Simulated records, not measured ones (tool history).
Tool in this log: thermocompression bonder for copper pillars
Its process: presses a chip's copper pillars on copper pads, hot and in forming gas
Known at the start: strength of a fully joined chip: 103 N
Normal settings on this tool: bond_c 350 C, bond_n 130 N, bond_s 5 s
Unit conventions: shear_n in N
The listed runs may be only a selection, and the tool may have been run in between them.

| run | day | bond_c | bond_n | bond_s | shear_n |
|---|---|---|---|---|---|
| 1 | 0.000 | 350 | 130 | 5 | 72.5 |
| 2 | 0.267 | 350 | 130 | 5 | 72.0 |
| 3 | 0.675 | 350 | 130 | 5 | 69.7 |
| 4 | 1.004 | 350 | 130 | 4 | 66.5 |
| 5 | 1.362 | 350 | 189 | 4 | 77.0 |
| 6 | 1.921 | 350 | 87 | 5 | 61.3 |
| 7 | 2.379 | 350 | 87 | 5 | 63.0 |
| 8 | 2.658 | 350 | 120 | 5 | 68.8 |
| 9 | 2.988 | 340 | 130 | 5 | 64.4 |
| 10 | 3.508 | 350 | 100 | 5 | 62.3 |
| 11 | 4.092 | 350 | 100 | 5 | 64.0 |
| 12 | 4.621 | 350 | 100 | 5 | 63.7 |
| 13 | 5.025 | 350 | 130 | 4 | 66.8 |
| 14 | 5.288 | 350 | 130 | 4 | 66.5 |
| 15 | 5.783 | 350 | 130 | 4 | 67.7 |
| 16 | 6.225 | 344 | 130 | 7 | 70.8 |
| 17 | 6.750 | 379 | 140 | 13 | 92.0 |
| 18 | 7.158 | 379 | 140 | 13 | 92.4 |

Run 19, settings as shown, results not yet in. Your forecast:
| 19 | 7.762 | 353 | 126 | 10 | ? |

{"run 19": {"shear_n": 79.8}}
On a tool with no hidden condition, and with the same random variation, this run would have come out at shear_n 84.8 N.

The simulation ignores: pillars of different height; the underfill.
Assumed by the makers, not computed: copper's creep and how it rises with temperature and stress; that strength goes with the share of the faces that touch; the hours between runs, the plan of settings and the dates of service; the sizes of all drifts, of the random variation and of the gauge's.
